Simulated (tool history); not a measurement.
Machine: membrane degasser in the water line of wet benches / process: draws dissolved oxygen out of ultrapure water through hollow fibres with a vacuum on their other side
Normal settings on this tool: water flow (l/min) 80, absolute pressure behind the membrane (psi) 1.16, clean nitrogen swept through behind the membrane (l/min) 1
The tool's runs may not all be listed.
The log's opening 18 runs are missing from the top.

run    hour  water flow (l/min)  absolute pressure behind the membrane (psi)  clean nitrogen swept through behind the membrane (l/min)  hours since the membrane was changed  hours since the vacuum gauge was calibrated  hours since the vacuum lines were made tight  dissolved oxygen in the water behind the degasser (ppb)  pressure that the water loses in the fibres (psi)
 19  1920.7                  52                                        0.876                                                       0.4                                  5542                                         1640                                           809                                                    494.2                                              3.465
 20  2042.5                  52                                        0.876                                                       0.4                                  5664                                         1761                                           930                                                    493.1                                              3.475
 21  2144.9                  60                                        0.927                                                      0.42                                  5766                                         1864                                          1033                                                    580.8                                              3.987
 22  2222.4                  80                                        2.525                                                         1                                  5844                                         1941                                          1110                                                   1635.9                                              5.327
 23  2360.7                 118                                        2.525                                                      0.56                                  5982                                         2080                                          1249                                                   2698.7                                              7.892
 24  2444.8                  78                                        1.083                                                      0.56                                  6066                                         2164                                          1333                                                    767.5                                              5.216
 25    2559                  78                                        1.083                                                      0.56                                  6181                                         2278                                          1447                                                    765.4                                              5.266
 26  2689.2                  80                                        1.524                                                      0.97                                  6311                                         2408                                          1577                                                    927.8                                              5.408
 27  2776.7                  80                                        1.524                                                      0.97                                  6398                                         2496                                          1665                                                    926.5                                              5.353
 28  2873.5                  77                                        2.766                                                      1.49                                  6495                                         2592                                          1761                                                   1352.5                                              5.143
 29  2984.1                  59                                        1.069                                                      0.53                                  6606                                         2703                                          1872                                                    655.8                                              3.964
 30  3046.6                  59                                        1.069                                                      0.53                                  6668                                         2766                                          1934                                                      654                                              3.938
 31    3141                  59                                        1.069                                                      0.53                                  6763                                         2860                                          2029                                                      653                                              3.965

What if the next run were any one of these 3? Each begins from the tool's condition after run 31:
  A  3235.2                  80                                         1.16                                                      1.42                                  6857                                         2954                                          2123                                                        ?                                                  ?
  B  3235.2                  87                                        1.078                                                      1.56                                  6857                                         2954                                          2123                                                        ?                                                  ?
  C  3235.2                  69                                        1.069                                                      0.44                                  6857                                         2954                                          2123                                                        ?                                                  ?

run  dissolved oxygen in the water behind the degasser (ppb)  pressure that the water loses in the fibres (psi)
  A                                                    490.7                                               5.32
  B                                                    437.4                                              5.803
  C                                                    788.1                                              4.618
The same runs, with their run-to-run variation unchanged, on a tool lacking any hidden condition would have given:
run  dissolved oxygen in the water behind the degasser (ppb)  pressure that the water loses in the fibres (psi)
  A                                                    490.6                                              5.319
  B                                                    437.3                                                5.8
  C                                                    787.9                                              4.617
